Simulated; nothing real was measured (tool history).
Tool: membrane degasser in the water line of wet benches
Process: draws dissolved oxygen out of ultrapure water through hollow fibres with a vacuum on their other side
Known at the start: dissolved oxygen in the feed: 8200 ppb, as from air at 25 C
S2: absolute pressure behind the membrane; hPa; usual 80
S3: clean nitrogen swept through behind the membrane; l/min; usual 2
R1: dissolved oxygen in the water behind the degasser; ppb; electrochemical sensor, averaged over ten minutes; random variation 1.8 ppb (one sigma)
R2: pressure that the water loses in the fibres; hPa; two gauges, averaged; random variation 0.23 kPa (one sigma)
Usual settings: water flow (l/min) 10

{"run": 1, "hour": 0.0, "water flow (l/min)": 10, "S2": 80, "S3": 2, "R1": 176, "R2": 597.5}
{"run": 2, "hour": 312.6, "water flow (l/min)": 10, "S2": 80, "S3": 2, "R1": 173.4, "R2": 598.5}
{"run": 3, "hour": 543.4, "water flow (l/min)": 7, "S2": 80, "S3": 2, "R1": 86, "R2": 422.3}
{"run": 4, "hour": 674.2, "water flow (l/min)": 7, "S2": 80, "S3": 2, "R1": 88.3, "R2": 419.4}
{"run": 5, "hour": 861.8, "water flow (l/min)": 10, "S2": 80, "S3": 2, "R1": 175.2, "R2": 597.8}
{"run": 6, "hour": 1114.5, "water flow (l/min)": 10, "S2": 80, "S3": 2.37, "R1": 167.6, "R2": 605.9}
{"run": 7, "hour": 1260.1, "water flow (l/min)": 10, "S2": 80, "S3": 2, "R1": 175.1, "R2": 600.5}
{"run": 8, "hour": 1476.3, "water flow (l/min)": 10, "S2": 80, "S3": 2, "R1": 176.6, "R2": 601.9}
{"run": 9, "hour": 1730.7, "water flow (l/min)": 10, "S2": 80, "S3": 2, "R1": 174.9, "R2": 607.3}
{"run": 10, "hour": 1999.3, "water flow (l/min)": 10, "S2": 80, "S3": 2, "R1": 177.8, "R2": 606.5}
{"run": 11, "hour": 2288.7, "water flow (l/min)": 10, "S2": 80, "S3": 2, "R1": 175.6, "R2": 607.4}
{"run": 12, "hour": 2490.2, "water flow (l/min)": 10, "S2": 80, "S3": 2, "R1": 176.3, "R2": 605.1}
{"run": 13, "hour": 2807.9, "water flow (l/min)": 10, "S2": 80, "S3": 2, "R1": 176.1, "R2": 608}
{"run": 14, "hour": 3121.7, "water flow (l/min)": 10, "S2": 80, "S3": 2, "R1": 178.7, "R2": 607.3}
{"hour": 3278.9, "done": "seals of the vacuum lines changed"}
{"run": 15, "hour": 3371.0, "water flow (l/min)": 10, "S2": 80, "S3": 2, "R1": 175.9, "R2": 611.5}
{"run": 16, "hour": 3522.1, "water flow (l/min)": 10, "S2": 80, "S3": 2, "R1": 178.3, "R2": 612.7}
{"run": 17, "hour": 3659.9, "water flow (l/min)": 13, "S2": 54.7, "S3": 5.96, "R1": 225.1, "R2": 798.6}
{"run": 18, "hour": 3852.7, "water flow (l/min)": 10, "S2": 80, "S3": 1.82, "R1": 182.4, "R2": 611.8}
{"run": 19, "hour": 4077.6, "water flow (l/min)": 10, "S2": 80, "S3": 1.82, "R1": 183.9, "R2": 610.7}
{"run": 20, "hour": 4219.1, "water flow (l/min)": 16, "S2": 80, "S3": 2.37, "R1": 398, "R2": 977.9}
{"run": 21, "hour": 4422.6, "water flow (l/min)": 15, "S2": 80, "S3": 2.41, "R1": 354.7, "R2": 922}
{"run": 22, "hour": 4695.9, "water flow (l/min)": 15, "S2": 80, "S3": 2.41, "R1": 341.2, "R2": 921}
{"hour": 4861.8, "done": "membrane cartridge changed"}
{"hour": 4898.5, "done": "gauge calibrated"}
{"run": 23, "hour": 4898.5, "water flow (l/min)": 12, "S2": 80, "S3": 1.95, "R1": 252.4, "R2": 721.5}
{"run": 24, "hour": 5204.1, "water flow (l/min)": 12, "S2": 80, "S3": 1.95, "R1": 251, "R2": 722.2}
{"run": 25, "hour": 5445.3, "water flow (l/min)": 10, "S2": 125.5, "S3": 3.01, "R1": 190.8, "R2": 601.5}
{"run": 26, "hour": 5732.1, "water flow (l/min)": 7, "S2": 125.5, "S3": 2.95, "R1": 100.7, "R2": 422}
{"run": 27, "hour": 6004.2, "water flow (l/min)": 7, "S2": 125.5, "S3": 2.95, "R1": 98, "R2": 424.1}
{"run": 28, "hour": 6224.0, "water flow (l/min)": 13, "S2": 97.6, "S3": 2, "R1": 309.7, "R2": 785.2}
{"run": 29, "hour": 6400.6, "water flow (l/min)": 13, "S2": 97.6, "S3": 2, "R1": 306.1, "R2": 787.5}
{"hour": 6474.7, "done": "vacuum gauge calibrated"}
{"run": 30, "hour": 6583.0, "water flow (l/min)": 14, "S2": 163.6, "S3": 2, "R1": 453.6, "R2": 843.2}
{"run": 31, "hour": 6716.4, "water flow (l/min)": 11, "S2": 163.6, "S3": 2.47, "R1": 285.8, "R2": 665.2}

Hidden state or all else? Some run-to-run changes of R2, split into what the settings, what came in and random variation would give without the hidden state, and what is left for the hidden state (with any gauge scatter that isn't in both results):
The hidden state here: membrane still open, %; true pressure behind the membrane over the reading, kPa; air that leaks in behind the membrane, l/min; drift of the gauge itself on oxygen_ppb, %; drift of the gauge itself on loss_of_pressure_kpa, %.
Run 16 -> 17: water flow (l/min) 10 -> 13, S2 80 -> 54.7, S3 2 -> 5.96. R2 +185.9 hPa: hidden state +4.2, all else +181.7.
Run 19 -> 20: water flow (l/min) 10 -> 16, S3 1.82 -> 2.37. R2 +367.2 hPa: hidden state +9, all else +358.2.
Run 22 -> 23: water flow (l/min) 15 -> 12, S3 2.41 -> 1.95, membrane cartridge changed, gauge calibrated. R2 -199.5 hPa: hidden state -23.7, all else -175.8.
Run 27 -> 28: water flow (l/min) 7 -> 13, S2 125.5 -> 97.6, S3 2.95 -> 2. R2 +361.1 hPa: hidden state +3, all else +358.1.
